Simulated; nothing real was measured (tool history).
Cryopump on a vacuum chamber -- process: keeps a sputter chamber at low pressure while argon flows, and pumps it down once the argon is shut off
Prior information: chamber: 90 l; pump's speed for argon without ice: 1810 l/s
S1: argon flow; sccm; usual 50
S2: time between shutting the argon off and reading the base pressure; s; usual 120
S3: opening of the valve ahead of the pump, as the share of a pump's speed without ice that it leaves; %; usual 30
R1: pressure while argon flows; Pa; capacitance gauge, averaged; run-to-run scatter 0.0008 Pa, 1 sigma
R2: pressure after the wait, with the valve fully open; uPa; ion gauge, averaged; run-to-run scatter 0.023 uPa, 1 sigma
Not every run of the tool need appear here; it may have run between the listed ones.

{"run": 1, "hour": 0.0, "S1": 50, "S2": 120, "S3": 30, "R1": 0.1587, "R2": 2.4}
{"run": 2, "hour": 40.2, "S1": 50, "S2": 79, "S3": 30, "R1": 0.1582, "R2": 2.71}
{"run": 3, "hour": 80.3, "S1": 50, "S2": 120, "S3": 30, "R1": 0.1594, "R2": 2.42}
{"run": 4, "hour": 129.6, "S1": 50, "S2": 120, "S3": 30, "R1": 0.1612, "R2": 2.51}
{"run": 5, "hour": 190.8, "S1": 50, "S2": 196, "S3": 30, "R1": 0.1624, "R2": 2.36}
{"run": 6, "hour": 271.3, "S1": 30, "S2": 196, "S3": 30, "R1": 0.0977, "R2": 2.42}
{"run": 7, "hour": 340.9, "S1": 50, "S2": 120, "S3": 30, "R1": 0.1637, "R2": 2.93}
{"run": 8, "hour": 381.5, "S1": 50, "S2": 120, "S3": 30, "R1": 0.1652, "R2": 2.95}
{"hour": 463.1, "done": "leaking fittings of the chamber tightened, without venting"}
{"run": 9, "hour": 463.1, "S1": 50, "S2": 120, "S3": 30, "R1": 0.1672, "R2": 0.75}
{"run": 10, "hour": 538.4, "S1": 50, "S2": 120, "S3": 30, "R1": 0.1665, "R2": 0.84}
{"run": 11, "hour": 615.6, "S1": 50, "S2": 120, "S3": 23, "R1": 0.2161, "R2": 0.93}
{"run": 12, "hour": 677.2, "S1": 50, "S2": 120, "S3": 23, "R1": 0.2159, "R2": 1.04}
{"run": 13, "hour": 728.1, "S1": 50, "S2": 120, "S3": 30, "R1": 0.17, "R2": 1.06}
{"hour": 738.8, "done": "pump warmed up, emptied and cooled again"}
{"run": 14, "hour": 812.7, "S1": 50, "S2": 120, "S3": 22, "R1": 0.2146, "R2": 1.04}
{"run": 15, "hour": 879.6, "S1": 50, "S2": 120, "S3": 22, "R1": 0.2152, "R2": 1.09}
{"run": 16, "hour": 950.0, "S1": 50, "S2": 120, "S3": 22, "R1": 0.218, "R2": 1.14}
{"run": 17, "hour": 1010.4, "S1": 50, "S2": 120, "S3": 22, "R1": 0.2162, "R2": 1.22}
{"run": 18, "hour": 1078.6, "S1": 50, "S2": 120, "S3": 22, "R1": 0.2163, "R2": 1.3}
{"run": 19, "hour": 1153.9, "S1": 50, "S2": 120, "S3": 20, "R1": 0.2413, "R2": 1.43}
{"run": 20, "hour": 1209.5, "S1": 34, "S2": 295, "S3": 49, "R1": 0.0702, "R2": 1.11}
{"run": 21, "hour": 1267.6, "S1": 21, "S2": 98, "S3": 26, "R1": 0.0791, "R2": 1.58}
{"run": 22, "hour": 1341.7, "S1": 81, "S2": 34, "S3": 26, "R1": 0.3046, "R2": 3.03}
{"run": 23, "hour": 1399.8, "S1": 29, "S2": 34, "S3": 26, "R1": 0.1108, "R2": 3.12}
{"run": 24, "hour": 1476.3, "S1": 68, "S2": 252, "S3": 44, "R1": 0.1606, "R2": 1.46}
{"run": 25, "hour": 1544.7, "S1": 50, "S2": 130, "S3": 18, "R1": 0.2736, "R2": 1.84}
{"run": 26, "hour": 1587.9, "S1": 28, "S2": 39, "S3": 30, "R1": 0.0949, "R2": 3.21}
{"run": 27, "hour": 1634.0, "S1": 50, "S2": 66, "S3": 29, "R1": 0.1754, "R2": 2.52}
{"run": 28, "hour": 1683.6, "S1": 59, "S2": 41, "S3": 44, "R1": 0.1443, "R2": 3.16}
{"hour": 1738.7, "done": "pump warmed up, emptied and cooled again"}
{"run": 29, "hour": 1759.6, "S1": 38, "S2": 105, "S3": 39, "R1": 0.0916, "R2": 1.91}
{"run": 30, "hour": 1798.0, "S1": 51, "S2": 24, "S3": 24, "R1": 0.2002, "R2": 4.09}
{"run": 31, "hour": 1863.9, "S1": 75, "S2": 120, "S3": 30, "R1": 0.2378, "R2": 1.92}
{"run": 32, "hour": 1914.4, "S1": 50, "S2": 260, "S3": 30, "R1": 0.1595, "R2": 1.63}
{"run": 33, "hour": 1980.8, "S1": 69, "S2": 27, "S3": 27, "R1": 0.2445, "R2": 4}

Forecast each of these 4 alternatives for the next run:
{"run": "A", "hour": 2060.0, "S1": 27, "S2": 126, "S3": 30, "R1": "?", "R2": "?"}
{"run": "B", "hour": 2060.0, "S1": 66, "S2": 67, "S3": 27, "R1": "?", "R2": "?"}
{"run": "C", "hour": 2060.0, "S1": 69, "S2": 53, "S3": 17, "R1": "?", "R2": "?"}
{"run": "D", "hour": 2060.0, "S1": 26, "S2": 27, "S3": 24, "R1": "?", "R2": "?"}

run=A R1=0.0873 R2=2.17
run=B R1=0.2342 R2=2.63
run=C R1=0.3862 R2=2.87
run=D R1=0.104 R2=4.1
Without the tool's hidden state the same runs would have given:
run=A R1=0.0844 R2=0.72
run=B R1=0.2272 R2=1.2
run=C R1=0.3789 R2=1.45
run=D R1=0.1012 R2=2.69
